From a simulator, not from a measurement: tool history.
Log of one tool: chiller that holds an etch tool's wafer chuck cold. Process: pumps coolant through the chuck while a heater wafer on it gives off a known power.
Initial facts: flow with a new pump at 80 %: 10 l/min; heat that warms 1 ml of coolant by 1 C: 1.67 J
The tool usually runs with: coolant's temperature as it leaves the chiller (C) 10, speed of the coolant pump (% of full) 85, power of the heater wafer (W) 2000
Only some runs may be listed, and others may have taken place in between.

run,hour,coolant's temperature as it leaves the chiller (C),speed of the coolant pump (% of full),power of the heater wafer (W),chuck's temperature once it has settled (C),how much warmer the coolant comes back (C)
1,0,10,85,2000,23,6.74
2,30.3,10,85,2000,23.1,6.77
3,50.5,10,85,2899,28.9,9.73
4,84.6,10,85,2899,28.8,9.69
5,125.7,10,85,2000,23.1,6.67
6,158.8,15,85,2000,28.1,6.58
7,197.3,15,85,2000,28,6.67
8,227.3,10,85,2000,23.1,6.66
9,247.1,13,85,2000,26.2,6.69
10,284.9,13,85,2000,26,6.58
11,307.5,1,85,2000,14.1,6.64
12,333.9,1,85,2000,14.1,6.57
13,364.1,10,85,2011,23.1,6.59
14,381.3,10,85,1542,19.9,4.94
15,408.9,8,85,2000,20.9,6.56
16,437.9,10,85,2169,24.3,7.07
17,475.9,3,63,1154,13,5.12
18,498.4,11,76,1706,23.1,6.21
19,521.4,19,75,2000,33.6,7.37
20,541,19,86,2684,36.3,8.67
21,560.8,0,84,2866,19.1,9.39
22,580.1,0,84,2866,18.8,9.52
23,609.6,0,84,2866,18.7,9.5
24,637.4,13,77,2866,33.5,10.34
25,672.5,10,96,2139,22.6,6.05
26,702.1,10,96,2139,22.5,6.01
27,732.2,10,96,2139,22.4,6.07
28,754.3,0,85,1783,11.5,5.63
29,775.5,0,85,1783,11.6,5.62
30,801.7,0,85,2000,13,6.33
31,828.3,10,83,2000,23.5,6.5

Branching from run 31: 5 alternative next runs. What would each branch give?
A,850.6,10,83,2000,?,?
B,850.6,10,77,2000,?,?
C,850.6,9,83,2000,?,?
D,850.6,2,83,2094,?,?
E,850.6,20,83,1763,?,?

run,chuck's temperature once it has settled (C),how much warmer the coolant comes back (C)
A,23.4,6.6
B,24.3,7.11
C,22.3,6.53
D,15.9,6.85
E,31.7,5.61
Without the tool's hidden state the same runs would have given:
run,chuck's temperature once it has settled (C),how much warmer the coolant comes back (C)
A,23.3,7
B,24.3,7.51
C,22.3,6.92
D,15.9,7.24
E,31.7,6.01
